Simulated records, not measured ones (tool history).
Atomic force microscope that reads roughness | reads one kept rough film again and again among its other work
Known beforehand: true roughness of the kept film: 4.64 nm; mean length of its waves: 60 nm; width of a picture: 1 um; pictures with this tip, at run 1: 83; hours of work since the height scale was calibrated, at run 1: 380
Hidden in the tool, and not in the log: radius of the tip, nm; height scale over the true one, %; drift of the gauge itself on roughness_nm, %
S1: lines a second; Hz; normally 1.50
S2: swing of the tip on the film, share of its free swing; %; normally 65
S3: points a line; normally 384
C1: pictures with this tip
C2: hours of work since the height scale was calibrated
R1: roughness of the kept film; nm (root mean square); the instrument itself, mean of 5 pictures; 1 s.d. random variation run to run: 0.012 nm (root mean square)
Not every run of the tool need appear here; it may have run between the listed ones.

Run 1, hour 0.0: usual settings; C1 83; C2 380. Result: R1 4.208 nm (root mean square).
Run 2, hour 7.9: usual settings; C1 97; C2 386. Result: R1 4.179 nm (root mean square).
Run 3, hour 22.4: usual settings; C1 123; C2 396. Result: R1 4.170 nm (root mean square).
Run 4, hour 28.8: usual settings but S3 543; C1 135; C2 400. Result: R1 4.159 nm (root mean square).
Run 5, hour 36.3: usual settings; C1 148; C2 405. Result: R1 4.145 nm (root mean square).
Run 6, hour 42.6: usual settings; C1 160; C2 409. Result: R1 4.137 nm (root mean square).
At hour 49.2: new tip fitted.
Run 7, hour 58.2: usual settings but S2 71 %; C1 16; C2 420. Result: R1 4.182 nm (root mean square).
Run 8, hour 70.5: usual settings but S2 80 %; C1 38; C2 428. Result: R1 4.050 nm (root mean square).
Run 9, hour 81.2: usual settings; C1 57; C2 435. Result: R1 4.225 nm (root mean square).
Run 10, hour 88.9: usual settings; C1 71; C2 440. Result: R1 4.210 nm (root mean square).
Run 11, hour 102.1: usual settings; C1 95; C2 449. Result: R1 4.178 nm (root mean square).
Run 12, hour 117.7: usual settings but S1 2.28 Hz; C1 123; C2 460. Result: R1 4.084 nm (root mean square).
Run 13, hour 128.2: usual settings but S1 0.72 Hz, S2 72 %; C1 142; C2 467. Result: R1 4.175 nm (root mean square).
Run 14, hour 143.6: usual settings but S1 0.72 Hz, S2 72 %; C1 169; C2 477. Result: R1 4.187 nm (root mean square).
At hour 144.8: new tip fitted.
At hour 145.8: height scale calibrated on a step standard.
Run 15, hour 152.1: usual settings but S1 0.63 Hz, S2 72 %; C1 11; C2 4. Result: R1 4.326 nm (root mean square).
Run 16, hour 158.4: usual settings but S3 549; C1 22; C2 9. Result: R1 4.246 nm (root mean square).
Run 17, hour 171.1: usual settings but S3 517; C1 45; C2 17. Result: R1 4.271 nm (root mean square).
Run 18, hour 177.8: usual settings but S1 1.26 Hz, S2 58 %, S3 517; C1 57; C2 22. Result: R1 4.289 nm (root mean square).
Run 19, hour 189.8: usual settings but S2 88 %, S3 419; C1 79; C2 30. Result: R1 3.862 nm (root mean square).
At hour 202.5: height scale calibrated on a step standard, once more.
Run 20, hour 206.3: usual settings but S1 0.52 Hz, S2 71 %, S3 270; C1 106; C2 3. Result: R1 4.281 nm (root mean square).
Run 21, hour 220.7: usual settings but S1 1.05 Hz, S2 57 %, S3 270; C1 132; C2 12. Result: R1 4.259 nm (root mean square).
Run 22, hour 232.0: usual settings but S1 1.05 Hz, S2 57 %, S3 270; C1 153; C2 20. Result: R1 4.256 nm (root mean square).
At hour 242.7: new tip fitted.
Run 23, hour 245.1: usual settings but S1 1.05 Hz, S2 60 %, S3 628; C1 4; C2 29. Result: R1 4.376 nm (root mean square).
Run 24, hour 258.2: usual settings but S1 1.05 Hz, S2 60 %, S3 628; C1 28; C2 37. Result: R1 4.380 nm (root mean square).

Selected run-to-run steps in R1, each split into two signed amounts: the part the tool would show with no hidden state at all (from settings, incoming material and random variation), and the remainder, which goes to the hidden state together with any gauge scatter not common to the measured and the hidden-state-free results:
Run 6 -> 7: S2 65 -> 71, new tip fitted. R1 +0.045 nm (root mean square): hidden state +0.136, all else -0.091.
Run 14 -> 15: S1 0.72 -> 0.63, new tip fitted, height scale calibrated on a step standard. R1 +0.139 nm (root mean square): hidden state +0.133, all else +0.006.
Run 18 -> 19: S1 1.26 -> 1.50, S2 58 -> 88, S3 517 -> 419. R1 -0.427 nm (root mean square): hidden state -0.012, all else -0.415.
Run 19 -> 20: S1 1.50 -> 0.52, S2 88 -> 71, S3 419 -> 270, height scale calibrated on a step standard, once more. R1 +0.419 nm (root mean square): hidden state -0.012, all else +0.431.
